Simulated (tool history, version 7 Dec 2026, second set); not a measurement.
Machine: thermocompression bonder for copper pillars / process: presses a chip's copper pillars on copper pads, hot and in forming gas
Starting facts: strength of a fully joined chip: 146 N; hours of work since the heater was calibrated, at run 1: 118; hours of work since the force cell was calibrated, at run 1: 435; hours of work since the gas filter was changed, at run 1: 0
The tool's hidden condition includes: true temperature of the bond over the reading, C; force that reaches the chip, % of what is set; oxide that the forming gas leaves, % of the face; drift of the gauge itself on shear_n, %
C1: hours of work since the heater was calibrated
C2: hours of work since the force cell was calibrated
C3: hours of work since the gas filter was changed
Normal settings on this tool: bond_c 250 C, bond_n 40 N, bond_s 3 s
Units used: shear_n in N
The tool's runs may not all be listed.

run 1 hour=0.0 | bond_c=250 bond_n=40 bond_s=3 | C1=118 C2=435 C3=0 | shear_n=101.8
run 2 hour=18.9 | bond_c=250 bond_n=33 bond_s=3 | C1=127 C2=444 C3=9 | shear_n=90.9
run 3 hour=38.4 | bond_c=250 bond_n=40 bond_s=3 | C1=136 C2=453 C3=18 | shear_n=101.7
run 4 hour=59.6 | bond_c=250 bond_n=40 bond_s=3 | C1=146 C2=463 C3=28 | shear_n=102.2
run 5 hour=71.6 | bond_c=250 bond_n=40 bond_s=3 | C1=152 C2=469 C3=34 | shear_n=102.2
run 6 hour=93.0 | bond_c=250 bond_n=40 bond_s=3 | C1=162 C2=479 C3=44 | shear_n=102.3
run 7 hour=104.4 | bond_c=250 bond_n=40 bond_s=3 | C1=167 C2=484 C3=49 | shear_n=101.5
run 8 hour=119.7 | bond_c=250 bond_n=40 bond_s=3 | C1=175 C2=492 C3=57 | shear_n=101.2
run 9 hour=136.7 | bond_c=250 bond_n=40 bond_s=3 | C1=183 C2=500 C3=65 | shear_n=100.7
run 10 hour=155.0 | bond_c=250 bond_n=40 bond_s=3 | C1=191 C2=508 C3=73 | shear_n=100.6
-- hour=158.3 force cell calibrated
run 11 hour=168.6 | bond_c=250 bond_n=40 bond_s=3 | C1=197 C2=5 C3=79 | shear_n=101.9
run 12 hour=190.9 | bond_c=237 bond_n=40 bond_s=3 | C1=208 C2=15 C3=90 | shear_n=87.8
run 13 hour=202.4 | bond_c=250 bond_n=35 bond_s=3 | C1=213 C2=21 C3=95 | shear_n=92.4

What does the tool deliver on the next run?
run 14 hour=224.3 | bond_c=250 bond_n=35 bond_s=3 | C1=223 C2=31 C3=105 | shear_n=?

{"run 14": {"shear_n": 92.1}}
If the tool had no hidden condition, the same run with the same run-to-run variation would have returned shear_n 91.6 N.
